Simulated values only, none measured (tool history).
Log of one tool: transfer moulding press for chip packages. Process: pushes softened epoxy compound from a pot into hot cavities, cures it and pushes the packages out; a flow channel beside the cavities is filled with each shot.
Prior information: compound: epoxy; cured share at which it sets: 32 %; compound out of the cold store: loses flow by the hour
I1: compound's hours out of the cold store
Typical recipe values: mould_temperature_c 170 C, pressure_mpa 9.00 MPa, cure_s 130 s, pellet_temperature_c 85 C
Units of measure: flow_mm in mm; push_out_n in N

{"run": 1, "hour": 0.0, "mould_temperature_c": 170, "pressure_mpa": 9.0, "cure_s": 130, "pellet_temperature_c": 85, "I1": 42.4, "flow_mm": 797, "push_out_n": 391}
{"run": 2, "hour": 29.7, "mould_temperature_c": 170, "pressure_mpa": 9.0, "cure_s": 130, "pellet_temperature_c": 85, "I1": 28.0, "flow_mm": 833, "push_out_n": 371}
{"hour": 86.7, "done": "cavities cleaned with cleaning compound and waxed"}
{"run": 3, "hour": 90.3, "mould_temperature_c": 170, "pressure_mpa": 9.0, "cure_s": 130, "pellet_temperature_c": 85, "I1": 32.2, "flow_mm": 831, "push_out_n": 377}
{"run": 4, "hour": 140.5, "mould_temperature_c": 170, "pressure_mpa": 9.0, "cure_s": 130, "pellet_temperature_c": 85, "I1": 38.8, "flow_mm": 806, "push_out_n": 385}
{"run": 5, "hour": 175.1, "mould_temperature_c": 170, "pressure_mpa": 9.0, "cure_s": 130, "pellet_temperature_c": 85, "I1": 32.5, "flow_mm": 825, "push_out_n": 384}
{"run": 6, "hour": 211.4, "mould_temperature_c": 170, "pressure_mpa": 9.0, "cure_s": 130, "pellet_temperature_c": 85, "I1": 11.3, "flow_mm": 885, "push_out_n": 388}
{"hour": 226.5, "done": "cavities cleaned with cleaning compound and waxed"}
{"run": 7, "hour": 246.1, "mould_temperature_c": 177, "pressure_mpa": 9.0, "cure_s": 130, "pellet_temperature_c": 85, "I1": 9.6, "flow_mm": 859, "push_out_n": 327}
{"run": 8, "hour": 290.7, "mould_temperature_c": 177, "pressure_mpa": 9.0, "cure_s": 130, "pellet_temperature_c": 85, "I1": 34.3, "flow_mm": 791, "push_out_n": 314}
{"run": 9, "hour": 324.2, "mould_temperature_c": 177, "pressure_mpa": 9.0, "cure_s": 130, "pellet_temperature_c": 85, "I1": 12.1, "flow_mm": 852, "push_out_n": 321}
{"hour": 361.9, "done": "cavities cleaned with cleaning compound and waxed"}
{"run": 10, "hour": 361.9, "mould_temperature_c": 177, "pressure_mpa": 9.0, "cure_s": 130, "pellet_temperature_c": 85, "I1": 16.2, "flow_mm": 843, "push_out_n": 311}
{"run": 11, "hour": 392.7, "mould_temperature_c": 177, "pressure_mpa": 9.0, "cure_s": 130, "pellet_temperature_c": 85, "I1": 29.4, "flow_mm": 796, "push_out_n": 322}
{"hour": 449.9, "done": "plunger's sealing rings changed"}
{"run": 12, "hour": 464.9, "mould_temperature_c": 177, "pressure_mpa": 9.0, "cure_s": 130, "pellet_temperature_c": 85, "I1": 31.1, "flow_mm": 804, "push_out_n": 327}
{"run": 13, "hour": 494.0, "mould_temperature_c": 177, "pressure_mpa": 9.0, "cure_s": 130, "pellet_temperature_c": 85, "I1": 37.5, "flow_mm": 782, "push_out_n": 334}
{"hour": 502.0, "done": "cavities cleaned with cleaning compound and waxed"}
{"run": 14, "hour": 534.0, "mould_temperature_c": 170, "pressure_mpa": 9.0, "cure_s": 130, "pellet_temperature_c": 85, "I1": 29.5, "flow_mm": 835, "push_out_n": 390}
{"run": 15, "hour": 598.5, "mould_temperature_c": 163, "pressure_mpa": 10.89, "cure_s": 122, "pellet_temperature_c": 92, "I1": 34.5, "flow_mm": 938, "push_out_n": 712}
{"hour": 639.6, "done": "cavities cleaned with cleaning compound and waxed"}
{"run": 16, "hour": 649.3, "mould_temperature_c": 163, "pressure_mpa": 7.41, "cure_s": 166, "pellet_temperature_c": 90, "I1": 16.7, "flow_mm": 821, "push_out_n": 396}
{"run": 17, "hour": 699.6, "mould_temperature_c": 175, "pressure_mpa": 7.46, "cure_s": 130, "pellet_temperature_c": 76, "I1": 31.2, "flow_mm": 737, "push_out_n": 336}
{"run": 18, "hour": 759.7, "mould_temperature_c": 162, "pressure_mpa": 9.0, "cure_s": 130, "pellet_temperature_c": 95, "I1": 14.0, "flow_mm": 923, "push_out_n": 680}
{"hour": 776.1, "done": "cavities cleaned with cleaning compound and waxed"}
{"run": 19, "hour": 800.2, "mould_temperature_c": 162, "pressure_mpa": 9.0, "cure_s": 130, "pellet_temperature_c": 95, "I1": 10.4, "flow_mm": 926, "push_out_n": 687}
{"run": 20, "hour": 851.6, "mould_temperature_c": 162, "pressure_mpa": 9.0, "cure_s": 130, "pellet_temperature_c": 95, "I1": 34.6, "flow_mm": 846, "push_out_n": 632}
{"run": 21, "hour": 904.6, "mould_temperature_c": 162, "pressure_mpa": 9.0, "cure_s": 130, "pellet_temperature_c": 95, "I1": 33.1, "flow_mm": 866, "push_out_n": 644}
{"hour": 915.1, "done": "cavities cleaned with cleaning compound and waxed"}
{"run": 22, "hour": 947.1, "mould_temperature_c": 171, "pressure_mpa": 9.0, "cure_s": 130, "pellet_temperature_c": 95, "I1": 33.4, "flow_mm": 812, "push_out_n": 359}
{"hour": 961.0, "done": "mould's thermocouples calibrated"}
{"run": 23, "hour": 978.8, "mould_temperature_c": 172, "pressure_mpa": 9.51, "cure_s": 131, "pellet_temperature_c": 85, "I1": 22.4, "flow_mm": 869, "push_out_n": 361}
{"run": 24, "hour": 1026.4, "mould_temperature_c": 172, "pressure_mpa": 9.51, "cure_s": 131, "pellet_temperature_c": 85, "I1": 34.2, "flow_mm": 828, "push_out_n": 346}
{"hour": 1057.6, "done": "cavities cleaned with cleaning compound and waxed"}
{"run": 25, "hour": 1060.5, "mould_temperature_c": 170, "pressure_mpa": 10.4, "cure_s": 130, "pellet_temperature_c": 85, "I1": 44.6, "flow_mm": 854, "push_out_n": 386}
{"hour": 1119.2, "done": "plunger's sealing rings changed"}
{"run": 26, "hour": 1119.2, "mould_temperature_c": 170, "pressure_mpa": 10.4, "cure_s": 130, "pellet_temperature_c": 85, "I1": 26.9, "flow_mm": 909, "push_out_n": 379}
{"run": 27, "hour": 1190.5, "mould_temperature_c": 163, "pressure_mpa": 8.58, "cure_s": 129, "pellet_temperature_c": 87, "I1": 41.8, "flow_mm": 805, "push_out_n": 622}
{"hour": 1197.7, "done": "cavities cleaned with cleaning compound and waxed"}
{"run": 28, "hour": 1228.1, "mould_temperature_c": 163, "pressure_mpa": 8.58, "cure_s": 129, "pellet_temperature_c": 87, "I1": 29.7, "flow_mm": 844, "push_out_n": 596}

Selected run-to-run steps in push_out_n, each split into two signed amounts: the part the tool would show with no hidden state at all (from settings, incoming material and random variation), and the remainder, which goes to the hidden state together with any gauge scatter not common to the measured and the hidden-state-free results:
The hidden state here: true mould temperature over the reading, C; pressure that reaches the compound, % of what is set; grip of the stained cavities, % over clean ones'; drift of the gauge itself on flow_mm, %; drift of the gauge itself on push_out_n, %.
Run 14 -> 15: mould_temperature_c 170 -> 163, pressure_mpa 9.00 -> 10.89, cure_s 130 -> 122, pellet_temperature_c 85 -> 92. push_out_n +322 N: hidden state +8, all else +314.
Run 15 -> 16: pressure_mpa 10.89 -> 7.41, cure_s 122 -> 166, pellet_temperature_c 92 -> 90, cavities cleaned with cleaning compound and waxed. push_out_n -316 N: hidden state -10, all else -306.
Run 17 -> 18: mould_temperature_c 175 -> 162, pressure_mpa 7.46 -> 9.00, pellet_temperature_c 76 -> 95. push_out_n +344 N: hidden state +7, all else +337.
